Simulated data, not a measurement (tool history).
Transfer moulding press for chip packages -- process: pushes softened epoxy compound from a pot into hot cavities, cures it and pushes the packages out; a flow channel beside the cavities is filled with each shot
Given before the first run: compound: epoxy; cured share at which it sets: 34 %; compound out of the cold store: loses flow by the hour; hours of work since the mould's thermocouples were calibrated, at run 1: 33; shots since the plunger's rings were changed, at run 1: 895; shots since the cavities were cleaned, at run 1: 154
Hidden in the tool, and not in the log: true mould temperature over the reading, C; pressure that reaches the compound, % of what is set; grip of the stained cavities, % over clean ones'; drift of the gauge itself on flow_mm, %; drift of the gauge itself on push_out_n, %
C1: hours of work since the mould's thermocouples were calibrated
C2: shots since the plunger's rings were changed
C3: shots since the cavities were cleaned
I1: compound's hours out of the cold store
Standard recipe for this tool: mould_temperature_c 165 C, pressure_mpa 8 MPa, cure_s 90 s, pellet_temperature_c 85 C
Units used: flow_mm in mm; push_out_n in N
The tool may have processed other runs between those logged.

Run 1, hour 0: usual settings; C1 33; C2 895; C3 154; I1 11.1. Result: flow_mm 529 mm, push_out_n 367 N.
Run 2, hour 40.8: usual settings; C1 56; C2 1316; C3 575; I1 41.1. Result: flow_mm 454 mm, push_out_n 405 N.
At hour 45.1: cavities cleaned with cleaning compound and waxed.
Run 3, hour 64.9: usual settings but pressure_mpa 9.66 MPa; C1 69; C2 1548; C3 203; I1 35.5. Result: flow_mm 516 mm, push_out_n 352 N.
Run 4, hour 91.3: usual settings but pressure_mpa 9.66 MPa; C1 84; C2 1821; C3 476; I1 19.3. Result: flow_mm 554 mm, push_out_n 396 N.
At hour 104.5: cavities cleaned with cleaning compound and waxed.
Run 5, hour 137.3: usual settings; C1 110; C2 2280; C3 339; I1 43.8. Result: flow_mm 447 mm, push_out_n 387 N.
At hour 165.1: cavities cleaned with cleaning compound and waxed.
Run 6, hour 171.5: usual settings; C1 128; C2 2617; C3 66; I1 31.5. Result: flow_mm 469 mm, push_out_n 325 N.
At hour 193.4: plunger's sealing rings changed.
Run 7, hour 215.2: usual settings but pressure_mpa 7.44 MPa; C1 152; C2 224; C3 490; I1 31.8. Result: flow_mm 466 mm, push_out_n 394 N.
At hour 230.1: cavities cleaned with cleaning compound and waxed.
Run 8, hour 240.3: usual settings; C1 165; C2 468; C3 105; I1 34.2. Result: flow_mm 474 mm, push_out_n 345 N.
Run 9, hour 266.9: usual settings; C1 180; C2 742; C3 379; I1 21.1. Result: flow_mm 505 mm, push_out_n 388 N.
At hour 290.3: cavities cleaned with cleaning compound and waxed.
Run 10, hour 308.5: usual settings; C1 203; C2 1155; C3 187; I1 13.8. Result: flow_mm 519 mm, push_out_n 361 N.
Run 11, hour 337.5: usual settings but mould_temperature_c 172 C; C1 219; C2 1454; C3 486; I1 8.8. Result: flow_mm 520 mm, push_out_n 334 N.
At hour 351.7: cavities cleaned with cleaning compound and waxed.
Run 12, hour 372.9: usual settings but mould_temperature_c 172 C, pellet_temperature_c 86 C; C1 239; C2 1804; C3 219; I1 21.3. Result: flow_mm 487 mm, push_out_n 305 N.
At hour 412.6: cavities cleaned with cleaning compound and waxed.
Run 13, hour 413.9: usual settings but mould_temperature_c 172 C, pressure_mpa 7.47 MPa, pellet_temperature_c 86 C; C1 261; C2 2210; C3 12; I1 18.6. Result: flow_mm 474 mm, push_out_n 272 N.
Run 14, hour 458.2: usual settings; C1 287; C2 2668; C3 470; I1 28. Result: flow_mm 476 mm, push_out_n 405 N.
At hour 471.7: cavities cleaned with cleaning compound and waxed.
At hour 477.2: plunger's sealing rings changed.
Run 15, hour 504.8: usual settings but mould_temperature_c 158 C, cure_s 86 s, pellet_temperature_c 89 C; C1 311; C2 285; C3 316; I1 14.4. Result: flow_mm 534 mm, push_out_n 655 N.
At hour 523.5: mould's thermocouples calibrated.
At hour 536.2: cavities cleaned with cleaning compound and waxed.
Run 16, hour 543.6: usual settings but mould_temperature_c 159 C, cure_s 76 s, pellet_temperature_c 78 C; C1 11; C2 649; C3 76; I1 34.5. Result: flow_mm 485 mm, push_out_n 683 N.
Run 17, hour 583.6: usual settings but mould_temperature_c 168 C, pressure_mpa 8.81 MPa, cure_s 80 s, pellet_temperature_c 88 C; C1 33; C2 1061; C3 488; I1 37. Result: flow_mm 486 mm, push_out_n 420 N.
At hour 598.2: cavities cleaned with cleaning compound and waxed.
Run 18, hour 606.8: usual settings but mould_temperature_c 168 C, pressure_mpa 9.99 MPa, cure_s 94 s, pellet_temperature_c 88 C; C1 46; C2 1285; C3 88; I1 28.3. Result: flow_mm 537 mm, push_out_n 287 N.
Run 19, hour 632.7: usual settings but mould_temperature_c 161 C, pressure_mpa 9.34 MPa, cure_s 94 s, pellet_temperature_c 88 C; C1 60; C2 1552; C3 355; I1 16. Result: flow_mm 557 mm, push_out_n 445 N.
At hour 659.2: cavities cleaned with cleaning compound and waxed.
Run 20, hour 674.7: usual settings but mould_temperature_c 158 C, pellet_temperature_c 88 C; C1 83; C2 1969; C3 159; I1 33.8. Result: flow_mm 476 mm, push_out_n 503 N.
Run 21, hour 706: usual settings but mould_temperature_c 158 C, pellet_temperature_c 88 C; C1 101; C2 2292; C3 482; I1 21. Result: flow_mm 503 mm, push_out_n 597 N.
At hour 721: cavities cleaned with cleaning compound and waxed.
Run 22, hour 727.9: usual settings but mould_temperature_c 158 C, pressure_mpa 6.88 MPa, pellet_temperature_c 88 C; C1 113; C2 2502; C3 71; I1 25.6. Result: flow_mm 455 mm, push_out_n 487 N.
At hour 759.8: plunger's sealing rings changed.
Run 23, hour 760.9: usual settings but mould_temperature_c 161 C, pressure_mpa 6.76 MPa, cure_s 92 s, pellet_temperature_c 88 C; C1 130; C2 11; C3 386; I1 24.4. Result: flow_mm 468 mm, push_out_n 464 N.
At hour 782.5: cavities cleaned with cleaning compound and waxed.
Run 24, hour 801.1: usual settings but mould_temperature_c 161 C, pressure_mpa 6.76 MPa, cure_s 92 s, pellet_temperature_c 88 C; C1 152; C2 409; C3 191; I1 34. Result: flow_mm 443 mm, push_out_n 435 N.
Run 25, hour 824.7: usual settings but mould_temperature_c 161 C, pressure_mpa 6.76 MPa, cure_s 92 s, pellet_temperature_c 88 C; C1 166; C2 653; C3 435; I1 21.7. Result: flow_mm 466 mm, push_out_n 479 N.
At hour 844.5: cavities cleaned with cleaning compound and waxed.
Run 26, hour 852.4: usual settings but mould_temperature_c 169 C, pressure_mpa 8.77 MPa, cure_s 101 s, pellet_temperature_c 86 C; C1 181; C2 923; C3 82; I1 39.1. Result: flow_mm 481 mm, push_out_n 292 N.
Run 27, hour 882.3: usual settings but mould_temperature_c 169 C, pressure_mpa 7.92 MPa, cure_s 101 s, pellet_temperature_c 86 C; C1 198; C2 1232; C3 391; I1 15.2. Result: flow_mm 503 mm, push_out_n 337 N.

What if the next run were any one of these 4? Each begins from the tool's condition after run 27:
At hour 904.8: cavities cleaned with cleaning compound and waxed.
Run A, hour 908.8: usual settings but mould_temperature_c 161 C, pressure_mpa 8.51 MPa, cure_s 119 s; C1 212; C2 1490; C3 42; I1 46.7. Result: flow_mm ?, push_out_n ?.
At hour 904.8: cavities cleaned with cleaning compound and waxed.
Run B, hour 908.8: usual settings but pressure_mpa 8.33 MPa, cure_s 101 s, pellet_temperature_c 78 C; C1 212; C2 1490; C3 42; I1 47.8. Result: flow_mm ?, push_out_n ?.
At hour 904.8: cavities cleaned with cleaning compound and waxed.
Run C, hour 908.8: usual settings but mould_temperature_c 169 C, pressure_mpa 7.92 MPa, cure_s 101 s, pellet_temperature_c 83 C; C1 212; C2 1490; C3 42; I1 14.1. Result: flow_mm ?, push_out_n ?.
At hour 904.8: cavities cleaned with cleaning compound and waxed.
Run D, hour 908.8: usual settings but mould_temperature_c 164 C, pressure_mpa 7.51 MPa, cure_s 101 s, pellet_temperature_c 86 C; C1 212; C2 1490; C3 42; I1 30.4. Result: flow_mm ?, push_out_n ?.

run  flow_mm  push_out_n
  A      463         298
  B      450         292
  C      507         280
  D      466         298
Stripped of hidden state, with their random variation kept, the same runs would have yielded:
run  flow_mm  push_out_n
  A      473         279
  B      460         273
  C      518         263
  D      476         277

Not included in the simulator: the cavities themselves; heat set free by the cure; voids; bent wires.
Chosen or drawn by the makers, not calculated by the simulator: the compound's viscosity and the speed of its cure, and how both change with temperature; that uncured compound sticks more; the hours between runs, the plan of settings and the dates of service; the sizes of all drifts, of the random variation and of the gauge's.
